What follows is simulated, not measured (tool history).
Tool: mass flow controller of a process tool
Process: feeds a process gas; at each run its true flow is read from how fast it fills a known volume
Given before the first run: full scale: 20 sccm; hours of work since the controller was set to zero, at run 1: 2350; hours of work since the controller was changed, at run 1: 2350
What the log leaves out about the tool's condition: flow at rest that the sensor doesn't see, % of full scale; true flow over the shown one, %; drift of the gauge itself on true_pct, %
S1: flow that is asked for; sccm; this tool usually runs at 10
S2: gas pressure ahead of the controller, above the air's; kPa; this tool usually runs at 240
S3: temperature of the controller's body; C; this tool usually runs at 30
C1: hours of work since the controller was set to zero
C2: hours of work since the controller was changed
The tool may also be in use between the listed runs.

run 1 hour=0.0 | S1=10 S2=240 S3=30 | C1=2350 C2=2350 | true_flow_(%)=99.93
run 2 hour=153.1 | S1=10 S2=240 S3=30 | C1=2449 C2=2449 | true_flow_(%)=99.95
run 3 hour=233.0 | S1=10 S2=240 S3=34 | C1=2500 C2=2500 | true_flow_(%)=100.47
run 4 hour=364.2 | S1=10 S2=240 S3=34 | C1=2585 C2=2585 | true_flow_(%)=100.50
run 5 hour=485.6 | S1=10 S2=240 S3=34 | C1=2664 C2=2664 | true_flow_(%)=100.40
run 6 hour=577.4 | S1=10 S2=240 S3=34 | C1=2723 C2=2723 | true_flow_(%)=100.60
run 7 hour=706.9 | S1=10 S2=240 S3=34 | C1=2807 C2=2807 | true_flow_(%)=100.58
run 8 hour=845.9 | S1=10 S2=240 S3=30 | C1=2896 C2=2896 | true_flow_(%)=100.19
run 9 hour=963.8 | S1=10 S2=240 S3=30 | C1=2973 C2=2973 | true_flow_(%)=100.22
run 10 hour=1045.1 | S1=10 S2=159 S3=30 | C1=3025 C2=3025 | true_flow_(%)=99.81
run 11 hour=1136.0 | S1=6 S2=226 S3=30 | C1=3084 C2=3084 | true_flow_(%)=99.89
run 12 hour=1265.8 | S1=6 S2=226 S3=30 | C1=3168 C2=3168 | true_flow_(%)=100.00
run 13 hour=1356.8 | S1=6 S2=154 S3=38 | C1=3227 C2=3227 | true_flow_(%)=100.44
run 14 hour=1477.6 | S1=6 S2=154 S3=38 | C1=3305 C2=3305 | true_flow_(%)=100.53
run 15 hour=1593.3 | S1=16 S2=240 S3=38 | C1=3379 C2=3379 | true_flow_(%)=101.94

For some of the steps in true flow (%) from one run to the next: how much would appear even if the tool had no hidden state, given the settings, what came in and random variation, and how much remains for the hidden state plus any gauge scatter that the measured result and the result without hidden state don't share?
Run 1 -> 2: nothing adjusted, nothing logged. true flow (%) +0.02: hidden state +0.05, all else -0.03.
Run 14 -> 15: S1 6 -> 16, S2 154 -> 240. true flow (%) +1.41: hidden state +0.03, all else +1.38.
